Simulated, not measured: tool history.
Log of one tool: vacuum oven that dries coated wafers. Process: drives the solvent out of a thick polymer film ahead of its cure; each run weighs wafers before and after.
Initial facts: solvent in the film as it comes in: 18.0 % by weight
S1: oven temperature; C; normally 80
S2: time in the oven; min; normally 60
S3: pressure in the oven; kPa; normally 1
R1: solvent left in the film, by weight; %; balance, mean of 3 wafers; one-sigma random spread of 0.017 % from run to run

run 1 day=0 | S1=80 S2=60 S3=1 | R1=1.06
run 2 day=0.646 | S1=80 S2=60 S3=1 | R1=1.05
run 3 day=1.454 | S1=80 S2=33 S3=1 | R1=3.1
run 4 day=2.629 | S1=80 S2=60 S3=0.74 | R1=0.99
run 5 day=3.483 | S1=80 S2=60 S3=0.74 | R1=0.97
run 6 day=4.596 | S1=80 S2=60 S3=0.77 | R1=0.96
run 7 day=5.217 | S1=80 S2=60 S3=1.45 | R1=1.21
run 8 day=6.233 | S1=80 S2=60 S3=1.45 | R1=1.17
run 9 day=7.433 | S1=80 S2=60 S3=1.45 | R1=1.19
run 10 day=8.033 | S1=80 S2=60 S3=1.45 | R1=1.17
run 11 day=9.204 | S1=80 S2=60 S3=1.45 | R1=1.21
run 12 day=10.425 | S1=80 S2=60 S3=1 | R1=1.06
run 13 day=11.083 | S1=65 S2=60 S3=1 | R1=3.69
run 14 day=12.075 | S1=65 S2=60 S3=1 | R1=3.73
run 15 day=13.125 | S1=82 S2=60 S3=1 | R1=0.84
run 16 day=14.021 | S1=82 S2=60 S3=1 | R1=0.85
run 17 day=14.692 | S1=80 S2=60 S3=0.68 | R1=0.93
run 18 day=15.925 | S1=80 S2=60 S3=0.68 | R1=0.94
run 19 day=17.029 | S1=80 S2=60 S3=2.6 | R1=1.54
run 20 day=18.258 | S1=80 S2=99 S3=1 | R1=0.45
run 21 day=19.162 | S1=80 S2=99 S3=1 | R1=0.44
run 22 day=20.096 | S1=80 S2=47 S3=2.09 | R1=2.05
run 23 day=20.95 | S1=85 S2=59 S3=3.16 | R1=1.22
run 24 day=21.862 | S1=85 S2=59 S3=3.16 | R1=1.21
run 25 day=22.721 | S1=85 S2=59 S3=3.16 | R1=1.19
run 26 day=23.458 | S1=85 S2=59 S3=3.16 | R1=1.19
run 27 day=24.15 | S1=80 S2=59 S3=1.15 | R1=1.14
run 28 day=25.438 | S1=80 S2=59 S3=1.15 | R1=1.17
run 29 day=26.542 | S1=80 S2=59 S3=1.15 | R1=1.12
run 30 day=27.283 | S1=76 S2=102 S3=2.85 | R1=1.26
run 31 day=28.221 | S1=76 S2=102 S3=2.85 | R1=1.27
run 32 day=29.479 | S1=73 S2=102 S3=1.22 | R1=0.86
run 33 day=30.396 | S1=73 S2=81 S3=2.65 | R1=1.86
run 34 day=31.438 | S1=66 S2=81 S3=2.65 | R1=3.09
run 35 day=32.192 | S1=66 S2=81 S3=2.65 | R1=3.09
run 36 day=32.883 | S1=68 S2=50 S3=2.65 | R1=4.55
run 37 day=34.15 | S1=68 S2=50 S3=2.65 | R1=4.54
run 38 day=34.942 | S1=68 S2=50 S3=2.65 | R1=4.56
run 39 day=35.892 | S1=69 S2=107 S3=0.64 | R1=0.88
run 40 day=36.825 | S1=67 S2=107 S3=1.4 | R1=1.5
run 41 day=37.767 | S1=93 S2=40 S3=1.17 | R1=0.71

Consider 3 possible next runs. They are alternatives, not a sequence: every one starts from the tool as it was left by run 41. What does each give?
run A day=39.058 | S1=87 S2=102 S3=2.76 | R1=?
run B day=39.058 | S1=92 S2=60 S3=1.45 | R1=?
run C day=39.058 | S1=85 S2=80 S3=0.71 | R1=?

run=A R1=0.69
run=B R1=0.39
run=C R1=0.28
Had the tool no hidden state, the same runs would have come out as:
run=A R1=0.69
run=B R1=0.39
run=C R1=0.27

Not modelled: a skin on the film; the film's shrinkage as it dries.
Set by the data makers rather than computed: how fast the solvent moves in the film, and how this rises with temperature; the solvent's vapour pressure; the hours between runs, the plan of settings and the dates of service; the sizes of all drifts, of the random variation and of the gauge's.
